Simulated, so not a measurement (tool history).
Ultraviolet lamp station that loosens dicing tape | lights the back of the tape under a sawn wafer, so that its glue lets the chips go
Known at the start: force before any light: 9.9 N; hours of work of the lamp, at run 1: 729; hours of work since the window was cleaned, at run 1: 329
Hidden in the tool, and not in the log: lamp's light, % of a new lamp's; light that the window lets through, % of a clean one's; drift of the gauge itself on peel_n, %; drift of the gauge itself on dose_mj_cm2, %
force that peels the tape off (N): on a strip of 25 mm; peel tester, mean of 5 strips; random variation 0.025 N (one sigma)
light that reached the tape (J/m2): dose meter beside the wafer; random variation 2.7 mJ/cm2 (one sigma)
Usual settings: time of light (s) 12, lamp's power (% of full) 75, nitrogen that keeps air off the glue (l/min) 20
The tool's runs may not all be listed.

run,day,time of light (s),lamp's power (% of full),nitrogen that keeps air off the glue (l/min),hours of work of the lamp,hours of work since the window was cleaned,force that peels the tape off (N),light that reached the tape (J/m2)
1,0.000,12,75,20,729,329,1.961,2710
2,3.254,12,75,20,791,390,2.164,2600
# day 5.858: window cleaned of glue's vapour
3,6.358,12,81,20,849,9,1.555,3250
4,9.775,12,81,20,914,74,1.600,3090
5,12.325,12,75,16,962,122,2.058,2790
6,14.804,12,75,16,1009,169,2.203,2710
7,17.896,12,75,16,1068,228,2.407,2640
8,22.162,12,75,20,1148,308,2.214,2500
9,24.538,12,75,20,1193,353,2.288,2400
10,27.050,12,75,9,1241,401,3.601,2320
# day 28.742: window cleaned of glue's vapour
11,29.592,8,75,14,1289,16,3.895,1800
12,32.175,17,73,13,1337,65,1.737,3600
# day 34.250: lamp changed
13,36.238,7,70,16,38,141,3.508,1850
14,39.858,20,75,13,106,210,0.763,5350
15,43.275,23,75,11,171,274,0.707,5940
16,46.338,24,75,7,229,332,1.004,6070
17,49.871,15,75,20,296,399,1.210,3600
# day 51.858: window cleaned of glue's vapour
18,53.550,19,74,14,365,32,0.791,5070
19,56.100,22,91,25,413,80,0.293,7040

Forecast each of these 5 alternatives for the next run:
A,60.175,10,76,25,490,157,?,?
B,60.175,9,66,25,490,157,?,?
C,60.175,12,75,7,490,157,?,?
D,60.175,7,75,20,490,157,?,?
E,60.175,21,68,20,490,157,?,?

run,force that peels the tape off (N),light that reached the tape (J/m2)
A,1.972,2590
B,2.814,2000
C,2.893,3010
D,3.406,1740
E,0.670,4820
Without the tool's hidden state the same runs would have given:
run,force that peels the tape off (N),light that reached the tape (J/m2)
A,1.474,3090
B,2.220,2380
C,2.311,3600
D,2.794,2080
E,0.462,5750
